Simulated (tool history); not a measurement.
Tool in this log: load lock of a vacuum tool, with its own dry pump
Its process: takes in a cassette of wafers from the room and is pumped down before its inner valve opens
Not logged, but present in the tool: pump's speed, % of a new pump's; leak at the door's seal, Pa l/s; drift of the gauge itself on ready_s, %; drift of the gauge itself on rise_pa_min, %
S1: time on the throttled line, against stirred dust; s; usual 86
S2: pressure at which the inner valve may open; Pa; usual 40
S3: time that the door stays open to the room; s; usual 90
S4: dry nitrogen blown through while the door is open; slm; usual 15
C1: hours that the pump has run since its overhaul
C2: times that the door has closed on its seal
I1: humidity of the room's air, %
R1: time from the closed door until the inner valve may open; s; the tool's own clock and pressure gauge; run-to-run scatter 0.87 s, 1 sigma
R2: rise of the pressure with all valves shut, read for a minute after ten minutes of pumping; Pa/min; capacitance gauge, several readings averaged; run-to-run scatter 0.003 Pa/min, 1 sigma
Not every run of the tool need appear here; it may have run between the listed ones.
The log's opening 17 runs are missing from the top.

| run | hour | S1 | S2 | S3 | S4 | C1 | C2 | I1 | R1 | R2 |
|---|---|---|---|---|---|---|---|---|---|---|
| 18 | 2857.8 | 79 | 40 | 90 | 15 | 4091 | 2866 | 42.9 | 132.8 | 0.058 |
| 19 | 3012.3 | 55 | 53 | 32 | 6 | 4245 | 3600 | 45.5 | 112.2 | 0.049 |
| 20 | 3217.8 | 152 | 75 | 90 | 12 | 4451 | 4576 | 46.6 | 178.1 | 0.062 |
| 21 | 3425.3 | 86 | 40 | 79 | 14 | 4658 | 5562 | 46.9 | 137.3 | 0.061 |
| 22 | 3561.0 | 86 | 40 | 41 | 29 | 4794 | 6207 | 41.8 | 137.2 | 0.023 |
| 23 | 3674.3 | 86 | 40 | 41 | 29 | 4907 | 6745 | 41.8 | 136.5 | 0.032 |
| 24 | 3821.5 | 86 | 40 | 41 | 29 | 5054 | 7445 | 45.2 | 134.4 | 0.031 |
| 25 | 3963.3 | 86 | 40 | 41 | 29 | 5196 | 8118 | 44.1 | 136.3 | 0.030 |
| 26 | 4180.2 | 86 | 40 | 41 | 29 | 5413 | 9149 | 44.7 | 137.4 | 0.030 |
| 27 | 4407.9 | 86 | 65 | 41 | 11 | 5641 | 10231 | 43.8 | 132.2 | 0.043 |
| 28 | 4593.8 | 86 | 64 | 41 | 26 | 5827 | 11114 | 47.7 | 133.5 | 0.029 |
| 29 | 4849.4 | 86 | 40 | 98 | 15 | 6082 | 12329 | 40.2 | 135.0 | 0.055 |
| 30 | 4993.9 | 86 | 40 | 28 | 15 | 6227 | 13015 | 47.0 | 137.6 | 0.041 |
| 31 | 5182.9 | 86 | 40 | 28 | 15 | 6416 | 13913 | 46.9 | 137.2 | 0.041 |
| 32 | 5331.9 | 86 | 40 | 189 | 9 | 6565 | 14621 | 46.3 | 135.9 | 0.092 |
| 33 | 5444.6 | 86 | 29 | 88 | 13 | 6678 | 15157 | 44.9 | 139.2 | 0.060 |

Below are 5 alternative next runs, each starting from the tool's condition after run 33. Predict each:
| A | 5643.3 | 154 | 29 | 88 | 7 | 6876 | 16101 | 47.8 | ? | ? |
| B | 5643.3 | 165 | 61 | 30 | 15 | 6876 | 16101 | 43.5 | ? | ? |
| C | 5643.3 | 86 | 29 | 35 | 16 | 6876 | 16101 | 45.9 | ? | ? |
| D | 5643.3 | 45 | 29 | 88 | 44 | 6876 | 16101 | 44.6 | ? | ? |
| E | 5643.3 | 86 | 49 | 90 | 28 | 6876 | 16101 | 45.3 | ? | ? |

| run | R1 | R2 |
|---|---|---|
| A | 190.2 | 0.072 |
| B | 192.1 | 0.038 |
| C | 139.2 | 0.044 |
| D | 110.8 | 0.035 |
| E | 135.4 | 0.043 |
Without the tool's unlogged condition, the same runs would have read:
| run | R1 | R2 |
|---|---|---|
| A | 190.2 | 0.072 |
| B | 192.1 | 0.037 |
| C | 139.2 | 0.043 |
| D | 110.8 | 0.034 |
| E | 135.4 | 0.042 |

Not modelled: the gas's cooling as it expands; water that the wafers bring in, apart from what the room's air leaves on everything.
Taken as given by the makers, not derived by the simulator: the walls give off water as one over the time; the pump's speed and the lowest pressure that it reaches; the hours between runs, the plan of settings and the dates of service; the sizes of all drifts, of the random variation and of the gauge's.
